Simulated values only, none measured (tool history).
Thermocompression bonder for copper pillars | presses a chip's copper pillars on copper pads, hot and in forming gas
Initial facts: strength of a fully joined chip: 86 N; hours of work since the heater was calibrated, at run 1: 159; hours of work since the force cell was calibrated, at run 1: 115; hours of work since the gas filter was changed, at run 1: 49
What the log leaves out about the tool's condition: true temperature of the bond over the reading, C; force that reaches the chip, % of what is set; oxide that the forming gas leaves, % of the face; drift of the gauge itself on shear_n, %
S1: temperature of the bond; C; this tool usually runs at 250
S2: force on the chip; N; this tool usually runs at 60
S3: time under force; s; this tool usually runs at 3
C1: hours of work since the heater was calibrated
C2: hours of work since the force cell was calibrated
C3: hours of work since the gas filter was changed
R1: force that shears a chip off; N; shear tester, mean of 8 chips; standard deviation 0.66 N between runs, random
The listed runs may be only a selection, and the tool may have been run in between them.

run,hour,S1,S2,S3,C1,C2,C3,R1
1,0.0,250,60,3,159,115,49,39.9
2,11.0,250,42,3,167,123,57,28.0
3,32.2,250,55,3,183,140,74,35.3
4,48.3,250,55,3,196,152,86,36.6
5,64.0,250,55,3,208,164,98,35.0
6,76.3,250,55,3,217,173,108,36.0
7,87.8,250,60,3,226,182,117,38.4
8,99.9,250,60,3,235,192,126,38.6
9,119.6,250,60,3,250,207,141,37.3
10,134.1,250,60,3,262,218,152,38.2
11,142.9,243,60,3,268,225,159,34.1
12,163.9,250,60,2,284,241,175,31.4
13,178.6,250,60,5,296,252,186,44.0
14,191.7,247,60,6,306,262,196,43.1
# hour 196.3: forming gas filter changed
15,202.7,271,53,5,314,270,5,54.6
16,219.3,271,53,2,327,283,18,41.7
17,236.1,271,53,2,340,296,31,39.6
18,255.5,271,53,8,354,311,46,61.2
19,264.6,240,60,2,361,318,53,26.5

Branching from run 19: 5 alternative next runs. What would each branch give?
A,274.0,239,68,4,369,325,60,?
B,274.0,250,49,3,369,325,60,?
C,274.0,250,66,8,369,325,60,?
D,274.0,250,70,3,369,325,60,?
E,274.0,271,67,2,369,325,60,?

run,R1
A,39.5
B,30.5
C,55.8
D,43.5
E,49.1
Without the tool's unlogged condition, the same runs would have read:
run,R1
A,44.5
B,34.6
C,61.1
D,48.5
E,54.0

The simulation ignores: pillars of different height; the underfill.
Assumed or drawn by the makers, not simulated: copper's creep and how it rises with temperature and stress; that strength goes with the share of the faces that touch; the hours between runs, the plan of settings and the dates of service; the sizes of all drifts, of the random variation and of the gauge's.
